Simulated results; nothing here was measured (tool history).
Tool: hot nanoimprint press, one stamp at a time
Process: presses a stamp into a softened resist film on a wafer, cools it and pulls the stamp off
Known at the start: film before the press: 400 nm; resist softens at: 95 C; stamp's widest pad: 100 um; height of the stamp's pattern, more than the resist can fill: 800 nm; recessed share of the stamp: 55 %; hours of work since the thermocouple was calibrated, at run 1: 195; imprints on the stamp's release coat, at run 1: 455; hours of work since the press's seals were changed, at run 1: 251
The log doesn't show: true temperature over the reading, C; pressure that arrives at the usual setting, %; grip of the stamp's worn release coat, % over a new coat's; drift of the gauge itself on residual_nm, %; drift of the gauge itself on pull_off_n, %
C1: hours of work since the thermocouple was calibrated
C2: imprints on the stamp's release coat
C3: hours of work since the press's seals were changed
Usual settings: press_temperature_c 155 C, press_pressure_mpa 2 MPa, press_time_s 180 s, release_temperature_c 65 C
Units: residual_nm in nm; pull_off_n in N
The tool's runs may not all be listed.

run 1 hour=0 | press_temperature_c=155 press_pressure_mpa=2 press_time_s=180 release_temperature_c=65 | C1=195 C2=455 C3=251 | residual_nm=221.3 pull_off_n=122.9
run 2 hour=8.7 | press_temperature_c=155 press_pressure_mpa=2 press_time_s=180 release_temperature_c=50 | C1=201 C2=476 C3=257 | residual_nm=221 pull_off_n=134.3
run 3 hour=14.1 | press_temperature_c=155 press_pressure_mpa=2 press_time_s=180 release_temperature_c=65 | C1=205 C2=489 C3=261 | residual_nm=222.5 pull_off_n=123.8
run 4 hour=25.6 | press_temperature_c=155 press_pressure_mpa=2 press_time_s=180 release_temperature_c=65 | C1=213 C2=516 C3=269 | residual_nm=220.7 pull_off_n=124.2
-- hour=38.2 stamp cleaned and given a new release coat
run 5 hour=38.2 | press_temperature_c=155 press_pressure_mpa=2 press_time_s=180 release_temperature_c=65 | C1=218 C2=0 C3=274 | residual_nm=221 pull_off_n=117.5
run 6 hour=44.4 | press_temperature_c=155 press_pressure_mpa=2 press_time_s=180 release_temperature_c=65 | C1=222 C2=15 C3=278 | residual_nm=221 pull_off_n=116.3
run 7 hour=50.1 | press_temperature_c=155 press_pressure_mpa=2 press_time_s=180 release_temperature_c=65 | C1=226 C2=28 C3=282 | residual_nm=220.5 pull_off_n=118.8
run 8 hour=60.6 | press_temperature_c=155 press_pressure_mpa=2 press_time_s=180 release_temperature_c=65 | C1=234 C2=53 C3=289 | residual_nm=220.7 pull_off_n=116.9
run 9 hour=65.7 | press_temperature_c=155 press_pressure_mpa=2 press_time_s=180 release_temperature_c=65 | C1=237 C2=66 C3=293 | residual_nm=219.9 pull_off_n=117.9
run 10 hour=72.5 | press_temperature_c=155 press_pressure_mpa=2.73 press_time_s=180 release_temperature_c=65 | C1=242 C2=82 C3=298 | residual_nm=187.4 pull_off_n=118.4
run 11 hour=84.2 | press_temperature_c=155 press_pressure_mpa=2.73 press_time_s=180 release_temperature_c=65 | C1=250 C2=110 C3=306 | residual_nm=187.4 pull_off_n=119.2
run 12 hour=90 | press_temperature_c=155 press_pressure_mpa=2.73 press_time_s=180 release_temperature_c=65 | C1=255 C2=124 C3=310 | residual_nm=187.2 pull_off_n=118.9
run 13 hour=96.6 | press_temperature_c=155 press_pressure_mpa=2 press_time_s=180 release_temperature_c=65 | C1=259 C2=140 C3=315 | residual_nm=220.6 pull_off_n=118.6
run 14 hour=108.1 | press_temperature_c=155 press_pressure_mpa=2 press_time_s=180 release_temperature_c=65 | C1=268 C2=167 C3=323 | residual_nm=220.2 pull_off_n=118.3
run 15 hour=120.4 | press_temperature_c=155 press_pressure_mpa=2 press_time_s=180 release_temperature_c=65 | C1=276 C2=197 C3=332 | residual_nm=220 pull_off_n=119.3

The next listed run, before its measurement:
run 16 hour=126.2 | press_temperature_c=155 press_pressure_mpa=1.27 press_time_s=180 release_temperature_c=70 | C1=280 C2=210 C3=336 | residual_nm=? pull_off_n=?

Run 16 gave residual_nm 271.1 nm, pull_off_n 115.3 N.
Without the tool's hidden state the same run would have given residual_nm 275.3 nm, pull_off_n 113.6 N.
